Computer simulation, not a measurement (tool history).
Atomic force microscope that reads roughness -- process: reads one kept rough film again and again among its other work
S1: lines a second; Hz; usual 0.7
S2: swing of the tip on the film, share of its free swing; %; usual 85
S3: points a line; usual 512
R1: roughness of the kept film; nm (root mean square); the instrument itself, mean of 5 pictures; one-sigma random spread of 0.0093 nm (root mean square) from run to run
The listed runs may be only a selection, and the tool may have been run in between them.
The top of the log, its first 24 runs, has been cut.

{"run": 25, "day": 27.371, "S1": 1.387, "S2": 71, "S3": 1011, "R1": 3.363}
{"run": 26, "day": 28.204, "S1": 1.445, "S2": 83, "S3": 409, "R1": 3.173}
{"run": 27, "day": 28.879, "S1": 0.814, "S2": 66, "S3": 726, "R1": 3.478}
{"run": 28, "day": 30.308, "S1": 2.197, "S2": 85, "S3": 512, "R1": 2.882}
{"run": 29, "day": 31.754, "S1": 1.141, "S2": 56, "S3": 439, "R1": 3.423}
{"run": 30, "day": 33.021, "S1": 1.472, "S2": 61, "S3": 512, "R1": 3.356}
{"run": 31, "day": 33.9, "S1": 1.472, "S2": 61, "S3": 512, "R1": 3.332}
{"day": 34.821, "done": "new tip fitted"}
{"run": 32, "day": 35.533, "S1": 0.7, "S2": 87, "S3": 512, "R1": 3.34}
{"run": 33, "day": 36.821, "S1": 0.7, "S2": 87, "S3": 512, "R1": 3.324}
{"run": 34, "day": 37.796, "S1": 0.663, "S2": 60, "S3": 438, "R1": 3.503}
{"run": 35, "day": 38.85, "S1": 0.663, "S2": 60, "S3": 672, "R1": 3.48}
{"run": 36, "day": 40.483, "S1": 0.7, "S2": 85, "S3": 874, "R1": 3.274}
{"run": 37, "day": 41.962, "S1": 1.734, "S2": 85, "S3": 603, "R1": 2.965}
{"run": 38, "day": 42.717, "S1": 1.426, "S2": 85, "S3": 295, "R1": 3.009}
{"day": 43.579, "done": "new tip fitted"}
{"run": 39, "day": 43.825, "S1": 0.7, "S2": 85, "S3": 277, "R1": 3.364}

Forecast each of these 5 alternatives for the next run:
{"run": "A", "day": 45.112, "S1": 1.365, "S2": 85, "S3": 399, "R1": "?"}
{"run": "B", "day": 45.112, "S1": 1.033, "S2": 85, "S3": 777, "R1": "?"}
{"run": "C", "day": 45.112, "S1": 1.172, "S2": 61, "S3": 914, "R1": "?"}
{"run": "D", "day": 45.112, "S1": 0.523, "S2": 85, "S3": 512, "R1": "?"}
{"run": "E", "day": 45.112, "S1": 1.084, "S2": 83, "S3": 499, "R1": "?"}

run=A R1=3.149
run=B R1=3.257
run=C R1=3.473
run=D R1=3.41
run=E R1=3.267
What these runs would have given with no unlogged condition in the tool:
run=A R1=3.15
run=B R1=3.258
run=C R1=3.475
run=D R1=3.412
run=E R1=3.269
